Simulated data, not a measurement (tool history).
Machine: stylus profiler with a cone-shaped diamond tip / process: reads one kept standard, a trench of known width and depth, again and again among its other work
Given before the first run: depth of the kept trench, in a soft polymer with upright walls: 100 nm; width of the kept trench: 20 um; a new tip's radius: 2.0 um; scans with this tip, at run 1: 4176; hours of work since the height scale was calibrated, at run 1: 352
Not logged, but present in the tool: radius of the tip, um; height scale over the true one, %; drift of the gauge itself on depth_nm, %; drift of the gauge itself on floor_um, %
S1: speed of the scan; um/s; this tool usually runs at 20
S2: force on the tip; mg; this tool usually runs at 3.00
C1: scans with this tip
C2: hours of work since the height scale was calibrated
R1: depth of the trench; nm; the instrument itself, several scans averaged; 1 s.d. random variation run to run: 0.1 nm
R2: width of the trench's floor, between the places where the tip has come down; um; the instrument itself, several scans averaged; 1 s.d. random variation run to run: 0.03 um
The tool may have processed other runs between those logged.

run,day,S1,S2,C1,C2,R1,R2
1,0.000,20,3.00,4176,352,101.14,18.45
2,0.379,20,2.10,4254,359,100.84,18.44
3,1.183,20,3.00,4419,372,101.02,18.46
4,1.838,20,3.00,4552,384,101.02,18.32
5,2.575,20,3.00,4703,396,101.09,18.47
6,3.254,20,3.00,4842,408,100.89,18.35
7,3.933,20,3.00,4980,420,100.87,18.37
8,4.588,20,1.05,5114,431,100.73,18.29
9,5.138,20,1.05,5227,441,100.59,18.24
10,5.938,20,3.00,5390,454,101.20,18.38
11,6.600,28,3.00,5526,466,101.25,18.34
12,7.138,28,3.00,5635,475,101.05,18.29
13,7.812,28,7.03,5774,487,101.75,18.31
14,8.629,14,7.03,5941,501,101.83,18.36
15,9.208,63,3.00,6059,511,101.04,18.08
16,9.883,20,3.00,6197,522,101.04,18.34
17,10.712,20,3.00,6366,537,101.04,18.30
18,11.408,20,1.26,6509,549,100.70,18.22
19,12.221,20,1.26,6675,563,100.81,18.25
20,13.012,20,6.23,6837,576,101.72,18.40
21,13.362,7,6.75,6908,582,101.81,18.40
22,14.050,5,5.54,7049,594,101.84,18.37
23,14.762,77,4.35,7194,607,101.24,17.94
24,15.317,77,4.35,7308,616,101.31,18.01
25,16.038,26,3.48,7455,629,101.33,18.32
26,16.525,26,3.48,7555,637,101.29,18.30
27,17.325,5,8.30,7719,651,101.92,18.39
28,17.858,5,8.30,7827,660,101.96,18.38
29,18.404,38,4.36,7939,669,101.34,18.20
30,18.771,13,2.08,8014,676,100.99,18.30
31,19.146,6,3.77,8091,682,101.30,18.30
32,19.504,13,3.00,8164,688,101.04,18.24
33,20.267,13,3.00,8319,701,101.14,18.25
34,21.050,13,3.00,8480,715,101.19,18.31

Expected results for the next run?
35,21.596,56,1.73,8592,724,?,?

{"run 35": {"R1": 100.85, "R2": 17.96}}
On a tool with no hidden condition, and with the same random variation, this run would have come out at R1 100.60 nm, R2 18.35 um.
